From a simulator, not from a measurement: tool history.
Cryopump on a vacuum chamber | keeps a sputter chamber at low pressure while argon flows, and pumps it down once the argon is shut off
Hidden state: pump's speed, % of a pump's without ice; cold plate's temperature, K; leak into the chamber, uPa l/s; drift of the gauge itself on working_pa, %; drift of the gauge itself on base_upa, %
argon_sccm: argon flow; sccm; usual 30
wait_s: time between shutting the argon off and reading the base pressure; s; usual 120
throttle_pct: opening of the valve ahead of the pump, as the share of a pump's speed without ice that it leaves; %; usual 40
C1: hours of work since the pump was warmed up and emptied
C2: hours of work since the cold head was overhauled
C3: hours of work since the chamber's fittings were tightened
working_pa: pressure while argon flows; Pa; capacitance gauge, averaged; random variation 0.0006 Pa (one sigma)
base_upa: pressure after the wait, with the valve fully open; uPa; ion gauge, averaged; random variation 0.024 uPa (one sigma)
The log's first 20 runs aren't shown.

run 21 hour=1195 | argon_sccm=54 wait_s=120 throttle_pct=40 | C1=701 C2=1801 C3=1519 | working_pa=0.158 base_upa=1.73
run 22 hour=1226.9 | argon_sccm=13 wait_s=113 throttle_pct=42 | C1=715 C2=1815 C3=1533 | working_pa=0.0368 base_upa=1.85
run 23 hour=1271.7 | argon_sccm=13 wait_s=113 throttle_pct=42 | C1=736 C2=1836 C3=1554 | working_pa=0.0361 base_upa=1.87
run 24 hour=1320.5 | argon_sccm=13 wait_s=113 throttle_pct=42 | C1=758 C2=1858 C3=1576 | working_pa=0.0371 base_upa=1.89
run 25 hour=1370.7 | argon_sccm=43 wait_s=21 throttle_pct=40 | C1=781 C2=1881 C3=1599 | working_pa=0.1252 base_upa=5.35
run 26 hour=1443.5 | argon_sccm=43 wait_s=21 throttle_pct=40 | C1=815 C2=1914 C3=1632 | working_pa=0.1274 base_upa=5.17
run 27 hour=1495.4 | argon_sccm=30 wait_s=53 throttle_pct=50 | C1=838 C2=1938 C3=1656 | working_pa=0.0709 base_upa=2.81
run 28 hour=1569.7 | argon_sccm=14 wait_s=276 throttle_pct=18 | C1=872 C2=1972 C3=1690 | working_pa=0.0898 base_upa=1.52
run 29 hour=1611.4 | argon_sccm=14 wait_s=276 throttle_pct=18 | C1=891 C2=1991 C3=1709 | working_pa=0.0881 base_upa=1.53

The next listed run, before its measurement:
run 30 hour=1665 | argon_sccm=31 wait_s=207 throttle_pct=22 | C1=916 C2=2016 C3=1734 | working_pa=? base_upa=?

Run 30 gave working_pa 0.1637 Pa, base_upa 1.58 uPa.
Without the tool's hidden state the same run would have given working_pa 0.1589 Pa, base_upa 0.59 uPa.

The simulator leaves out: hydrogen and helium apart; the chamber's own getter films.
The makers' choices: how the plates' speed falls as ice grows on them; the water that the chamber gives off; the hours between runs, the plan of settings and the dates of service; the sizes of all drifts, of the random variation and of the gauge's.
